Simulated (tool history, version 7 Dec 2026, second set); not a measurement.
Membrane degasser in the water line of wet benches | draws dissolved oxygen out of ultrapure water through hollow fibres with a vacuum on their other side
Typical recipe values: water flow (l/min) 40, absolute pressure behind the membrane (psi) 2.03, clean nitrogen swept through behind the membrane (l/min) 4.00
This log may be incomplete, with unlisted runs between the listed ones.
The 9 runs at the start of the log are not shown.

run	hour	water flow (l/min)	absolute pressure behind the membrane (psi)	clean nitrogen swept through behind the membrane (l/min)	dissolved oxygen in the water behind the degasser (ppb)	pressure that the water loses in the fibres (psi)
10	1508.8	40	2.03	3.04	330.3	4.299
11	1625.6	40	2.03	3.04	331.7	4.334
12	1819.8	40	2.03	3.04	332.8	4.366
13	1962.4	40	2.03	2.84	356.1	4.369
14	2124.6	40	2.03	4.00	261.0	4.348
15	2254.2	40	3.51	4.00	484.9	4.373
# hour 2293.7: vacuum gauge calibrated
16	2476.9	49	3.51	4.00	569.9	5.308
17	2624.9	34	2.10	2.56	343.4	3.717
18	2836.2	27	4.80	6.70	292.0	2.915
19	3056.7	48	3.29	7.17	313.9	5.232
20	3203.6	48	3.29	1.80	1005.9	5.160
21	3384.2	50	3.32	2.94	717.2	5.443
22	3541.1	50	3.32	2.94	717.4	5.443
23	3663.5	50	3.32	2.94	710.7	5.453
24	3901.6	50	3.32	2.94	710.9	5.427
25	4104.9	50	3.32	2.94	715.6	5.503
26	4244.6	50	1.91	2.94	383.5	5.439
27	4464.4	55	1.35	6.83	129.7	5.957
28	4678.1	43	1.35	6.96	99.1	4.680
29	4879.1	40	2.65	4.00	355.4	4.386
30	5033.3	49	4.08	11.87	255.0	5.349
31	5259.9	43	5.03	11.87	281.0	4.662

Forecast each of these 5 alternatives for the next run:
A	5386.8	43	1.60	11.87	?	?
B	5386.8	40	2.86	2.91	?	?
C	5386.8	35	1.60	1.72	?	?
D	5386.8	39	2.03	2.88	?	?
E	5386.8	30	2.03	11.87	?	?

run	dissolved oxygen in the water behind the degasser (ppb)	pressure that the water loses in the fibres (psi)
A	77.7	4.641
B	506.9	4.341
C	351.1	3.785
D	338.3	4.260
E	71.7	3.275
Had the tool no hidden state, the same runs would have come out as:
run	dissolved oxygen in the water behind the degasser (ppb)	pressure that the water loses in the fibres (psi)
A	74.0	4.429
B	498.3	4.144
C	342.6	3.611
D	330.7	4.068
E	69.2	3.127
